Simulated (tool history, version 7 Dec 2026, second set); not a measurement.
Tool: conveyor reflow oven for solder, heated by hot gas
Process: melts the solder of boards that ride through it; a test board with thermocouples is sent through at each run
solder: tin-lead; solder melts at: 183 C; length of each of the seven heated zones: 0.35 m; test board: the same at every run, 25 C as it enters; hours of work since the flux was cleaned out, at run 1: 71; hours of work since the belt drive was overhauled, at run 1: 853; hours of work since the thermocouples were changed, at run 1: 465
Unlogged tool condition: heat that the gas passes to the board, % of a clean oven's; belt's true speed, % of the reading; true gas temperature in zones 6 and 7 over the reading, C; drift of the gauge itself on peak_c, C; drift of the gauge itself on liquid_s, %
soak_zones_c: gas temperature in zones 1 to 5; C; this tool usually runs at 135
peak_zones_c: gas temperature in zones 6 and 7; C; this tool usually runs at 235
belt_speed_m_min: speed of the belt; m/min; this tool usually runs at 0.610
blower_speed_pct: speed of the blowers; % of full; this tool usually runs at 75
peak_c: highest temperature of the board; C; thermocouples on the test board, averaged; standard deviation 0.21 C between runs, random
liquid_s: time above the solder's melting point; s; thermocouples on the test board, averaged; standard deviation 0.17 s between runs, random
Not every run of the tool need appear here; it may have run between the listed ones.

run,hour,soak_zones_c,peak_zones_c,belt_speed_m_min,blower_speed_pct,hours of work since the flux was cleaned out,hours of work since the belt drive was overhauled,hours of work since the thermocouples were changed,peak_c,liquid_s
1,0.0,135,235,0.610,75,71,853,465,221.7,55.3
2,23.0,135,235,0.610,75,84,866,478,221.8,55.1
3,61.2,135,235,0.490,75,106,888,499,227.3,73.4
4,98.9,135,235,0.490,75,127,909,521,227.2,73.2
5,124.0,135,235,0.490,75,141,924,535,227.2,73.5
6,156.7,135,246,0.610,75,160,942,554,230.8,60.0
7,182.7,135,235,0.610,75,175,957,569,221.2,54.6
8,222.8,135,235,0.498,75,197,980,591,226.4,72.0
9,243.9,135,235,0.610,81,209,992,603,222.1,55.1
10,284.0,135,235,0.610,81,232,1015,626,221.8,55.2
# hour 330.0: thermocouples of zones 6 and 7 changed
11,330.0,135,235,0.610,81,257,1040,0,219.7,53.9
12,356.4,125,235,0.610,81,272,1055,15,218.6,50.0
13,392.7,135,235,0.610,75,293,1075,36,218.9,53.0
# hour 400.6: flux residue cleaned out of gas plates and filters
14,430.1,135,235,0.500,75,17,1094,54,223.1,69.7
# hour 470.4: flux residue cleaned out of gas plates and filters, once more
15,471.0,135,248,0.610,75,0,1114,74,233.5,61.5
16,498.9,136,231,0.540,69,16,1130,90,220.6,63.1
17,526.3,143,243,0.612,62,32,1146,106,227.8,60.3
18,566.2,136,235,0.652,76,54,1168,129,220.1,50.4
19,603.4,136,235,0.652,76,76,1189,150,219.3,50.5
20,622.7,136,235,0.652,76,87,1200,161,219.8,50.5
21,661.6,146,235,0.610,51,109,1222,183,218.9,56.7
22,679.3,135,238,0.577,75,119,1233,193,225.4,60.9
23,719.6,126,249,0.616,75,142,1255,216,231.5,57.7
24,743.6,125,228,0.710,69,155,1269,229,206.8,34.0
25,786.9,125,228,0.710,69,180,1294,254,206.9,33.9
26,817.4,135,242,0.646,75,197,1311,271,224.5,54.0
27,855.2,146,235,0.610,75,219,1333,293,222.3,59.3
28,897.1,146,235,0.610,75,243,1356,317,222.1,59.1
29,933.4,135,245,0.610,51,263,1377,337,224.7,56.6
30,974.6,137,228,0.695,90,287,1400,361,212.5,42.6

For each entry between runs, how does the tool's hidden state at the last listed run before it compare with that at the first listed run after it?
After run 10, before run 11: thermocouples of zones 6 and 7 changed (hour 330.0)
  heat that the gas passes to the board, % of a clean oven's: 91.5 -> 90.6; belt's true speed, % of the reading: 97.9 -> 97.85; true gas temperature in zones 6 and 7 over the reading, C: 1.58 -> 0.02
  what was measured, less what the result would be without the hidden state, peak_c: -0.1 -> -1.7 C; liquid_s: +0.8 -> -0.2 s
After run 13, before run 14: flux residue cleaned out of gas plates and filters (hour 400.6)
  heat that the gas passes to the board, % of a clean oven's: 89.4 -> 84.3; belt's true speed, % of the reading: 97.77 -> 97.73; true gas temperature in zones 6 and 7 over the reading, C: 0.11 -> 0.15
  what was measured, less what the result would be without the hidden state, peak_c: -1.9 -> -2.5 C; liquid_s: -0.4 -> -0.6 s
After run 14, before run 15: flux residue cleaned out of gas plates and filters, once more (hour 470.4)
  heat that the gas passes to the board, % of a clean oven's: 84.3 -> 100; belt's true speed, % of the reading: 97.73 -> 97.69; true gas temperature in zones 6 and 7 over the reading, C: 0.15 -> 0.2
  what was measured, less what the result would be without the hidden state, peak_c: -2.5 -> +0.9 C; liquid_s: -0.6 -> +1.9 s
